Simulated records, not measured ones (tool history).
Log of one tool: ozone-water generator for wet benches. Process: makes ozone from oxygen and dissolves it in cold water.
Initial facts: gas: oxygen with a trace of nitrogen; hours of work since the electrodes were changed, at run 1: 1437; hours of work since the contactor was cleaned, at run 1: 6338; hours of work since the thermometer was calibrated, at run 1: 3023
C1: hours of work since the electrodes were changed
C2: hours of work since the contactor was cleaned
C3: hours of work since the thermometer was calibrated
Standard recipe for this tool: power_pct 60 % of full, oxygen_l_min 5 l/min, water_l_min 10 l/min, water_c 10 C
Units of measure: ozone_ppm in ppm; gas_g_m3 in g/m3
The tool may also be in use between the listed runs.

{"run": 1, "day": 0.0, "power_pct": 60, "oxygen_l_min": 5, "water_l_min": 10, "water_c": 10, "C1": 1437, "C2": 6338, "C3": 3023, "ozone_ppm": 28.4, "gas_g_m3": 194.8}
{"run": 2, "day": 6.492, "power_pct": 60, "oxygen_l_min": 5, "water_l_min": 10, "water_c": 11, "C1": 1532, "C2": 6433, "C3": 3117, "ozone_ppm": 28, "gas_g_m3": 195.6}
{"run": 3, "day": 11.171, "power_pct": 75, "oxygen_l_min": 5, "water_l_min": 10, "water_c": 10, "C1": 1600, "C2": 6501, "C3": 3185, "ozone_ppm": 32.8, "gas_g_m3": 228.3}
{"run": 4, "day": 17.6, "power_pct": 75, "oxygen_l_min": 5, "water_l_min": 10, "water_c": 10, "C1": 1694, "C2": 6595, "C3": 3279, "ozone_ppm": 33.1, "gas_g_m3": 229.6}
{"run": 5, "day": 24.375, "power_pct": 60, "oxygen_l_min": 5, "water_l_min": 10, "water_c": 10, "C1": 1792, "C2": 6693, "C3": 3378, "ozone_ppm": 28.1, "gas_g_m3": 193.7}
{"run": 6, "day": 28.054, "power_pct": 60, "oxygen_l_min": 5, "water_l_min": 10, "water_c": 10, "C1": 1846, "C2": 6747, "C3": 3431, "ozone_ppm": 28.4, "gas_g_m3": 193.3}
{"run": 7, "day": 31.888, "power_pct": 60, "oxygen_l_min": 8.21, "water_l_min": 10, "water_c": 10, "C1": 1902, "C2": 6802, "C3": 3487, "ozone_ppm": 24.7, "gas_g_m3": 144.8}
{"run": 8, "day": 37.046, "power_pct": 60, "oxygen_l_min": 8.89, "water_l_min": 10, "water_c": 9, "C1": 1977, "C2": 6878, "C3": 3562, "ozone_ppm": 24.9, "gas_g_m3": 138.3}
{"run": 9, "day": 40.725, "power_pct": 60, "oxygen_l_min": 6.88, "water_l_min": 10, "water_c": 9, "C1": 2030, "C2": 6931, "C3": 3615, "ozone_ppm": 26.7, "gas_g_m3": 160.9}

Predict the results of run 10:
{"run": 10, "day": 46.433, "power_pct": 45, "oxygen_l_min": 5.98, "water_l_min": 15, "water_c": 9, "C1": 2113, "C2": 7014, "C3": 3699, "ozone_ppm": "?", "gas_g_m3": "?"}

For run 10 the tool returned ozone_ppm 15.3 ppm, gas_g_m3 143 g/m3.
Were there no unlogged condition in the tool, this run, its random variation unchanged, would have produced ozone_ppm 16.5 ppm, gas_g_m3 145.6 g/m3.
